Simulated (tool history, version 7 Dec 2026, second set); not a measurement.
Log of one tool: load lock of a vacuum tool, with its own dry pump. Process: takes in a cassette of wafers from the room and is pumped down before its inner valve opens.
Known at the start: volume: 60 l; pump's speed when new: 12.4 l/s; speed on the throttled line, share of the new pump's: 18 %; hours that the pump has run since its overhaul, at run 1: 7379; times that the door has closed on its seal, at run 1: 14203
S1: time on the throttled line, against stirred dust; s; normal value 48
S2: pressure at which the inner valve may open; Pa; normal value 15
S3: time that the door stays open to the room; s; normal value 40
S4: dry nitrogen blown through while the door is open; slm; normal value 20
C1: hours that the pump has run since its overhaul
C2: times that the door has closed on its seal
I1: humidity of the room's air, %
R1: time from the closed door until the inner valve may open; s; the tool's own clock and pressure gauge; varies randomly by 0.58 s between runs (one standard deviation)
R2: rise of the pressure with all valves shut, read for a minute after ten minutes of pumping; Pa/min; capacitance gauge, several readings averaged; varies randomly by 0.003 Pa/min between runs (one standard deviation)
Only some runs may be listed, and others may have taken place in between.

run     hour  S1  S2   S3  S4     C1     C2    I1     R1     R2
  1      0.0  48  15   40  20   7379  14203  42.5   82.2  0.020
  2    399.3  48  15   40  20   7778  15159  44.5   83.4  0.012
  3    621.1  48  15   40  20   8000  15690  50.1   83.1  0.025
  4    988.8  48  15   40  20   8368  16570  41.6   81.9  0.017
  5   1500.6  48  15   40  20   8880  17795  46.1   81.8  0.017
  6   2024.8  48  15   40  20   9404  19050  41.7   82.8  0.015
  7   2474.9  48  15   40  20   9854  20127  43.1   83.3  0.013
  8   2703.7  48  15   40  20  10083  20675  43.2   83.9  0.015
      2932.3  -- door's seal changed, seat wiped
  9   3230.7  48  15   40  20  10608    714  46.0   82.5  0.018
 10   3578.5  48  15   53  20  10956   1547  48.5   82.9  0.020
 11   4044.9  48  15   53  20  11423   2663  46.3   83.3  0.025
 12   4335.9  48  15   53  20  11713   3360  45.3   83.0  0.019
 13   4724.0  48  15   40  20  12102   4289  43.9   82.8  0.016
 14   5076.1  48  15   40  35  12454   5132  43.7   82.7  0.016
 15   5555.0  48  21   40  35  12933   6278  42.6   80.5  0.008
 16   5986.7  26  21   40  35  13364   7312  43.5   62.9  0.006
 17   6423.6  26  21   40  35  13801   8358  45.3   62.2  0.016
 18   6748.7  26  21   40  35  14126   9136  44.7   63.4  0.010
 19   7272.2  51  14   45  41  14650  10389  44.9   86.3  0.011
 20   7585.9  54  15   40  20  14963  11140  43.6   87.2  0.018
 21   7803.7  54  15   40  20  15181  11662  46.4   86.7  0.015
 22   8320.9  96  15  113  20  15699  12900  47.6  121.9  0.043
 23   8690.6  37  12  119   7  16068  13785  43.3   74.2  0.052
 24   8916.1  39  23   74   9  16294  14325  48.8   73.9  0.050
 25   9231.0  39  15   73   9  16609  15079  44.6   74.2  0.036
 26   9657.4  39  15   73   9  17035  16099  45.5   74.9  0.040
 27  10142.4  39  15   73   9  17520  17261  46.0   75.3  0.041
 28  10423.3  41  13   65  21  17801  17933  48.7   77.5  0.028
 29  10822.8  68  13   65   5  18200  18889  42.4   99.6  0.044
 30  11094.4  68  13   65   5  18472  19540  42.7  100.0  0.039
     11608.0  -- dry pump taken out, an overhauled one fitted
 31  11618.0  48  15   40   6     10  20778  42.4   83.3  0.027
     11812.7  -- door's seal changed, seat wiped
 32  12047.6  69  15   40  20    438    562  44.4   99.8  0.015
 33  12458.7  92  15   55  20    849   1546  41.8  119.3  0.021
 34  12835.0  92  15   55  20   1226   2447  43.3  117.8  0.025
 35  13332.7  92  15   55   6   1723   3639  46.0  119.2  0.038
 36  13731.8  33  23  240  22   2122   4594  45.2   68.8  0.054

Each row is a separate what-if for the run after 36, all from the same tool condition, not one after another. Results?
  A  14080.9  33  28   26   5  2471  5430  46.8   ?   ?
  B  14080.9  29  15  130  21  2471  5430  44.8   ?   ?
  C  14080.9  28  23   85  22  2471  5430  44.2   ?   ?
  D  14080.9  48  15   92   5  2471  5430  46.1   ?   ?
  E  14080.9  51  27   40   5  2471  5430  48.6   ?   ?

run    R1     R2
  A  67.2  0.031
  B  66.8  0.037
  C  64.5  0.019
  D  81.0  0.052
  E  82.5  0.033
What these runs would have given with no unlogged condition in the tool:
run    R1     R2
  A  67.2  0.031
  B  66.8  0.037
  C  64.5  0.019
  D  81.0  0.052
  E  82.5  0.033
